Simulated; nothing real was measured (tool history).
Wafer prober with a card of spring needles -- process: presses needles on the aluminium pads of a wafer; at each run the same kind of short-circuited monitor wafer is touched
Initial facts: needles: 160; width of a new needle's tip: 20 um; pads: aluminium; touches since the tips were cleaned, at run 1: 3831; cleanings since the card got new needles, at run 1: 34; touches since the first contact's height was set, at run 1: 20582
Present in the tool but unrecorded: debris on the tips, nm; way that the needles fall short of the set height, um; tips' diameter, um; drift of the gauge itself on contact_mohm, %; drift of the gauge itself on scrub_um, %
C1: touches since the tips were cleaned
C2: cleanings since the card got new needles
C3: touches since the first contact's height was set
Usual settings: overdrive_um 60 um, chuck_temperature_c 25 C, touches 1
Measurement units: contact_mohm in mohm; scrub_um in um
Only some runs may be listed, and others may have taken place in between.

run 1 hour=0 | overdrive_um=60 chuck_temperature_c=25 touches=1 | C1=3831 C2=34 C3=20582 | contact_mohm=126 scrub_um=8.613
-- hour=9.5 tips cleaned on abrasive film
run 2 hour=13.5 | overdrive_um=60 chuck_temperature_c=25 touches=1 | C1=1578 C2=35 C3=25804 | contact_mohm=141 scrub_um=8.602
-- hour=27.1 tips cleaned on abrasive film
run 3 hour=38.9 | overdrive_um=60 chuck_temperature_c=25 touches=1 | C1=4591 C2=36 C3=35627 | contact_mohm=132 scrub_um=8.581
-- hour=44.5 tips cleaned on abrasive film
run 4 hour=54 | overdrive_um=60 chuck_temperature_c=25 touches=1 | C1=3689 C2=37 C3=41473 | contact_mohm=129 scrub_um=8.574
-- hour=62.2 tips cleaned on abrasive film
run 5 hour=79 | overdrive_um=60 chuck_temperature_c=25 touches=1 | C1=6519 C2=38 C3=51137 | contact_mohm=131 scrub_um=8.578
-- hour=81.9 tips cleaned on abrasive film
-- hour=95 tips cleaned on abrasive film, once more
run 6 hour=107.3 | overdrive_um=60 chuck_temperature_c=25 touches=3 | C1=4784 C2=40 C3=62091 | contact_mohm=114 scrub_um=8.554
-- hour=114.3 tips cleaned on abrasive film
-- hour=131.9 tips cleaned on abrasive film
run 7 hour=131.9 | overdrive_um=60 chuck_temperature_c=25 touches=1 | C1=0 C2=42 C3=71550 | contact_mohm=107 scrub_um=8.532
-- hour=141.2 height of the first contact set anew
-- hour=150.2 tips cleaned on abrasive film
run 8 hour=163.5 | overdrive_um=60 chuck_temperature_c=29 touches=1 | C1=5149 C2=43 C3=8618 | contact_mohm=133 scrub_um=8.633
-- hour=170.2 tips cleaned on abrasive film
run 9 hour=180.1 | overdrive_um=60 chuck_temperature_c=29 touches=1 | C1=3857 C2=44 C3=15045 | contact_mohm=130 scrub_um=8.62
-- hour=188.2 tips cleaned on abrasive film
run 10 hour=203.2 | overdrive_um=60 chuck_temperature_c=29 touches=1 | C1=5823 C2=45 C3=23979 | contact_mohm=133 scrub_um=8.606
-- hour=207.2 tips cleaned on abrasive film
run 11 hour=220.3 | overdrive_um=60 chuck_temperature_c=29 touches=1 | C1=5097 C2=46 C3=30585 | contact_mohm=129 scrub_um=8.614
-- hour=227.1 tips cleaned on abrasive film
run 12 hour=239.6 | overdrive_um=60 chuck_temperature_c=25 touches=1 | C1=4854 C2=47 C3=38055 | contact_mohm=133 scrub_um=8.601
-- hour=245.3 tips cleaned on abrasive film
run 13 hour=260.6 | overdrive_um=43 chuck_temperature_c=55 touches=1 | C1=5963 C2=48 C3=46190 | contact_mohm=158 scrub_um=6.149
-- hour=263.3 tips cleaned on abrasive film
run 14 hour=277.4 | overdrive_um=43 chuck_temperature_c=55 touches=1 | C1=5508 C2=49 C3=52703 | contact_mohm=159 scrub_um=6.134
-- hour=281.7 tips cleaned on abrasive film
-- hour=299.8 tips cleaned on abrasive film
run 15 hour=303.9 | overdrive_um=53 chuck_temperature_c=125 touches=3 | C1=1569 C2=51 C3=62906 | contact_mohm=125 scrub_um=7.556
-- hour=318.9 tips cleaned on abrasive film
run 16 hour=325.3 | overdrive_um=53 chuck_temperature_c=125 touches=3 | C1=2509 C2=52 C3=71215 | contact_mohm=130 scrub_um=7.548
-- hour=336.8 tips cleaned on abrasive film
-- hour=337.1 height of the first contact set anew
run 17 hour=351.5 | overdrive_um=43 chuck_temperature_c=25 touches=1 | C1=5588 C2=53 C3=5588 | contact_mohm=156 scrub_um=6.184
-- hour=356.2 tips cleaned on abrasive film
-- hour=375 tips cleaned on abrasive film
run 18 hour=377.5 | overdrive_um=59 chuck_temperature_c=29 touches=1 | C1=972 C2=55 C3=15624 | contact_mohm=115 scrub_um=8.475
run 19 hour=391.6 | overdrive_um=55 chuck_temperature_c=30 touches=2 | C1=6459 C2=55 C3=21111 | contact_mohm=125 scrub_um=7.898
-- hour=394.6 tips cleaned on abrasive film
run 20 hour=406.2 | overdrive_um=44 chuck_temperature_c=30 touches=2 | C1=4509 C2=56 C3=26759 | contact_mohm=133 scrub_um=6.315
-- hour=413.3 tips cleaned on abrasive film
-- hour=432.9 tips cleaned on abrasive film
run 21 hour=432.9 | overdrive_um=69 chuck_temperature_c=105 touches=3 | C1=0 C2=58 C3=37054 | contact_mohm=115 scrub_um=9.896
-- hour=452.1 tips cleaned on abrasive film
run 22 hour=459.4 | overdrive_um=53 chuck_temperature_c=105 touches=3 | C1=2845 C2=59 C3=47328 | contact_mohm=127 scrub_um=7.577
-- hour=469.5 tips cleaned on abrasive film
run 23 hour=480.7 | overdrive_um=45 chuck_temperature_c=52 touches=2 | C1=4341 C2=60 C3=55557 | contact_mohm=139 scrub_um=6.418
-- hour=488.4 tips cleaned on abrasive film
run 24 hour=494.1 | overdrive_um=45 chuck_temperature_c=52 touches=2 | C1=2218 C2=61 C3=60749 | contact_mohm=133 scrub_um=6.412

Forecast each of these 4 alternatives for the next run:
-- hour=506.8 tips cleaned on abrasive film
run A hour=523.7 | overdrive_um=60 chuck_temperature_c=66 touches=2 | C1=6551 C2=62 C3=72198 | contact_mohm=? scrub_um=?
-- hour=506.8 tips cleaned on abrasive film
run B hour=523.7 | overdrive_um=56 chuck_temperature_c=118 touches=2 | C1=6551 C2=62 C3=72198 | contact_mohm=? scrub_um=?
-- hour=506.8 tips cleaned on abrasive film
run C hour=523.7 | overdrive_um=65 chuck_temperature_c=52 touches=2 | C1=6551 C2=62 C3=72198 | contact_mohm=? scrub_um=?
-- hour=506.8 tips cleaned on abrasive film
run D hour=523.7 | overdrive_um=45 chuck_temperature_c=56 touches=2 | C1=6551 C2=62 C3=72198 | contact_mohm=? scrub_um=?

run=A contact_mohm=127 scrub_um=8.557
run=B contact_mohm=135 scrub_um=7.979
run=C contact_mohm=121 scrub_um=9.28
run=D contact_mohm=140 scrub_um=6.398
The same runs, with their run-to-run variation unchanged, on a tool lacking any hidden condition would have given:
run=A contact_mohm=111 scrub_um=8.638
run=B contact_mohm=118 scrub_um=8.061
run=C contact_mohm=106 scrub_um=9.361
run=D contact_mohm=113 scrub_um=6.479
